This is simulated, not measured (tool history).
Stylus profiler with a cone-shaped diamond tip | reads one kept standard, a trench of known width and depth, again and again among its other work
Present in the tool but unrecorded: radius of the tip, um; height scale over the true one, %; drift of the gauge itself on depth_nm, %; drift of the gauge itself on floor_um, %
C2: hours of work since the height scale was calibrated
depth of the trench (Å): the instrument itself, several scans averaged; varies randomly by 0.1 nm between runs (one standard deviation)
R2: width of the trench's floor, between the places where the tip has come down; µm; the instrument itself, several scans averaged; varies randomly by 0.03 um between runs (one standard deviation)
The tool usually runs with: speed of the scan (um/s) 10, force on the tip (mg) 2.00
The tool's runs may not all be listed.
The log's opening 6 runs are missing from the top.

Run 7, hour 75.6: usual settings but speed of the scan (um/s) 26; scans with this tip 1697; C2 159. Result: depth of the trench (Å) 2014.8, R2 98.08 µm.
Run 8, hour 89.3: usual settings but speed of the scan (um/s) 26; scans with this tip 1762; C2 165. Result: depth of the trench (Å) 2015.8, R2 98.02 µm.
Run 9, hour 101.8: usual settings but speed of the scan (um/s) 26; scans with this tip 1821; C2 171. Result: depth of the trench (Å) 2016.3, R2 98.04 µm.
Run 10, hour 112.0: usual settings but speed of the scan (um/s) 26; scans with this tip 1869; C2 175. Result: depth of the trench (Å) 2013.2, R2 98.05 µm.
Run 11, hour 124.4: usual settings but speed of the scan (um/s) 26; scans with this tip 1928; C2 181. Result: depth of the trench (Å) 2015.9, R2 98.10 µm.
Run 12, hour 142.5: usual settings but speed of the scan (um/s) 26; scans with this tip 2014; C2 189. Result: depth of the trench (Å) 2017.1, R2 98.08 µm.
Run 13, hour 152.2: usual settings but speed of the scan (um/s) 26; scans with this tip 2060; C2 193. Result: depth of the trench (Å) 2015.0, R2 98.05 µm.
Run 14, hour 170.2: usual settings; scans with this tip 2145; C2 201. Result: depth of the trench (Å) 2015.1, R2 98.11 µm.
Run 15, hour 179.0: usual settings; scans with this tip 2186; C2 205. Result: depth of the trench (Å) 2018.1, R2 98.07 µm.
Run 16, hour 198.2: usual settings; scans with this tip 2277; C2 213. Result: depth of the trench (Å) 2015.4, R2 98.14 µm.
At hour 200.0: height scale calibrated on a step standard.
Run 17, hour 215.0: usual settings but force on the tip (mg) 5.86; scans with this tip 2355; C2 7. Result: depth of the trench (Å) 2029.8, R2 98.16 µm.
Run 18, hour 225.9: usual settings but force on the tip (mg) 5.86; scans with this tip 2406; C2 12. Result: depth of the trench (Å) 2032.6, R2 98.17 µm.
Run 19, hour 243.4: usual settings but force on the tip (mg) 5.86; scans with this tip 2489; C2 19. Result: depth of the trench (Å) 2031.8, R2 98.15 µm.
Run 20, hour 255.0: usual settings but force on the tip (mg) 5.86; scans with this tip 2544; C2 24. Result: depth of the trench (Å) 2030.6, R2 98.25 µm.
Run 21, hour 263.3: usual settings but force on the tip (mg) 5.86; scans with this tip 2583; C2 28. Result: depth of the trench (Å) 2031.5, R2 98.11 µm.
At hour 283.4: height scale calibrated on a step standard, once more.
Run 22, hour 283.4: usual settings but force on the tip (mg) 4.66; scans with this tip 2676; C2 0. Result: depth of the trench (Å) 2025.5, R2 98.12 µm.
Run 23, hour 292.8: usual settings; scans with this tip 2721; C2 4. Result: depth of the trench (Å) 2013.9, R2 98.12 µm.
Run 24, hour 309.8: usual settings but force on the tip (mg) 1.52; scans with this tip 2801; C2 12. Result: depth of the trench (Å) 2012.6, R2 98.11 µm.

Forecast run 25:
Run 25, hour 326.9: usual settings but speed of the scan (um/s) 17, force on the tip (mg) 2.86; scans with this tip 2882; C2 19. Result: depth of the trench (Å) ?, R2 ?.

Run 25 measured depth of the trench (Å) 2018.6, R2 98.08 µm.
With the hidden condition absent and the run-to-run variation left alone, this run would have shown depth of the trench (Å) 2017.3, R2 98.18 µm.
